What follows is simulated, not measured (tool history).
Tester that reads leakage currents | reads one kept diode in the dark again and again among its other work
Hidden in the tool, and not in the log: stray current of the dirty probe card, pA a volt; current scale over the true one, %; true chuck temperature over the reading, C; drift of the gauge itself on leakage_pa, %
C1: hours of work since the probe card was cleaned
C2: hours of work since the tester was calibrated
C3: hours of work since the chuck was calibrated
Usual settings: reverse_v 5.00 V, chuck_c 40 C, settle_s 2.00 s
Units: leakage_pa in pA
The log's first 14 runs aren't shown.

{"run": 15, "day": 47.492, "reverse_v": 5.0, "chuck_c": 25, "settle_s": 2.0, "C1": 1321, "C2": 2124, "C3": 279, "leakage_pa": 179.49}
{"run": 16, "day": 49.862, "reverse_v": 5.0, "chuck_c": 25, "settle_s": 2.0, "C1": 1355, "C2": 2158, "C3": 313, "leakage_pa": 179.42}
{"run": 17, "day": 53.438, "reverse_v": 5.0, "chuck_c": 25, "settle_s": 2.0, "C1": 1406, "C2": 2208, "C3": 364, "leakage_pa": 178.67}
{"run": 18, "day": 55.779, "reverse_v": 5.0, "chuck_c": 40, "settle_s": 1.13, "C1": 1439, "C2": 2242, "C3": 397, "leakage_pa": 649.23}
{"run": 19, "day": 58.233, "reverse_v": 5.0, "chuck_c": 40, "settle_s": 2.73, "C1": 1474, "C2": 2277, "C3": 432, "leakage_pa": 647.53}
{"run": 20, "day": 61.592, "reverse_v": 7.59, "chuck_c": 49, "settle_s": 2.73, "C1": 1522, "C2": 2325, "C3": 480, "leakage_pa": 1635.65}
{"run": 21, "day": 64.042, "reverse_v": 6.11, "chuck_c": 32, "settle_s": 0.7, "C1": 1557, "C2": 2360, "C3": 515, "leakage_pa": 362.43}
{"run": 22, "day": 66.158, "reverse_v": 2.27, "chuck_c": 25, "settle_s": 3.81, "C1": 1587, "C2": 2390, "C3": 545, "leakage_pa": 117.3}
{"run": 23, "day": 69.712, "reverse_v": 2.27, "chuck_c": 25, "settle_s": 3.81, "C1": 1638, "C2": 2440, "C3": 596, "leakage_pa": 117.31}
{"run": 24, "day": 74.75, "reverse_v": 2.27, "chuck_c": 25, "settle_s": 3.81, "C1": 1709, "C2": 2512, "C3": 668, "leakage_pa": 117.1}
{"run": 25, "day": 78.162, "reverse_v": 2.27, "chuck_c": 25, "settle_s": 3.81, "C1": 1758, "C2": 2561, "C3": 716, "leakage_pa": 116.15}
{"run": 26, "day": 81.908, "reverse_v": 3.94, "chuck_c": 25, "settle_s": 1.41, "C1": 1811, "C2": 2614, "C3": 770, "leakage_pa": 154.95}
{"day": 82.412, "done": "chuck's temperature calibrated"}
{"day": 85.096, "done": "probe card cleaned and baked"}
{"run": 27, "day": 87.0, "reverse_v": 16.77, "chuck_c": 36, "settle_s": 6.58, "C1": 27, "C2": 2684, "C3": 64, "leakage_pa": 845.62}
{"run": 28, "day": 90.346, "reverse_v": 1.73, "chuck_c": 40, "settle_s": 2.41, "C1": 75, "C2": 2732, "C3": 111, "leakage_pa": 383.31}
{"run": 29, "day": 92.617, "reverse_v": 1.02, "chuck_c": 40, "settle_s": 0.54, "C1": 107, "C2": 2764, "C3": 144, "leakage_pa": 294.66}
{"run": 30, "day": 95.979, "reverse_v": 8.23, "chuck_c": 35, "settle_s": 2.0, "C1": 155, "C2": 2812, "C3": 192, "leakage_pa": 541.29}
{"run": 31, "day": 101.125, "reverse_v": 8.23, "chuck_c": 25, "settle_s": 8.98, "C1": 228, "C2": 2885, "C3": 265, "leakage_pa": 220.13}
{"day": 102.017, "done": "tester calibrated"}
{"run": 32, "day": 105.029, "reverse_v": 8.23, "chuck_c": 25, "settle_s": 8.98, "C1": 283, "C2": 43, "C3": 319, "leakage_pa": 224.8}
{"run": 33, "day": 107.754, "reverse_v": 8.23, "chuck_c": 25, "settle_s": 8.98, "C1": 322, "C2": 82, "C3": 358, "leakage_pa": 224.76}
{"run": 34, "day": 111.054, "reverse_v": 8.23, "chuck_c": 25, "settle_s": 8.98, "C1": 369, "C2": 129, "C3": 405, "leakage_pa": 224.75}
{"run": 35, "day": 115.633, "reverse_v": 11.92, "chuck_c": 36, "settle_s": 1.55, "C1": 434, "C2": 194, "C3": 471, "leakage_pa": 711.16}
{"run": 36, "day": 119.175, "reverse_v": 4.74, "chuck_c": 41, "settle_s": 0.66, "C1": 484, "C2": 245, "C3": 521, "leakage_pa": 683.81}
{"run": 37, "day": 123.846, "reverse_v": 4.85, "chuck_c": 41, "settle_s": 0.66, "C1": 551, "C2": 311, "C3": 588, "leakage_pa": 688.43}
{"run": 38, "day": 127.929, "reverse_v": 4.85, "chuck_c": 41, "settle_s": 0.66, "C1": 609, "C2": 369, "C3": 646, "leakage_pa": 687.03}

3 ways to go on from here, each from the tool as it stands after run 38. What would each give?
{"run": "A", "day": 131.171, "reverse_v": 13.64, "chuck_c": 29, "settle_s": 0.66, "C1": 655, "C2": 416, "C3": 692, "leakage_pa": "?"}
{"run": "B", "day": 131.171, "reverse_v": 11.77, "chuck_c": 40, "settle_s": 2.0, "C1": 655, "C2": 416, "C3": 692, "leakage_pa": "?"}
{"run": "C", "day": 131.171, "reverse_v": 5.0, "chuck_c": 29, "settle_s": 2.0, "C1": 655, "C2": 416, "C3": 692, "leakage_pa": "?"}

run=A leakage_pa=414.29
run=B leakage_pa=975.11
run=C leakage_pa=248.15
Without the tool's hidden state the same runs would have given:
run=A leakage_pa=427.26
run=B leakage_pa=1016.05
run=C leakage_pa=258.09
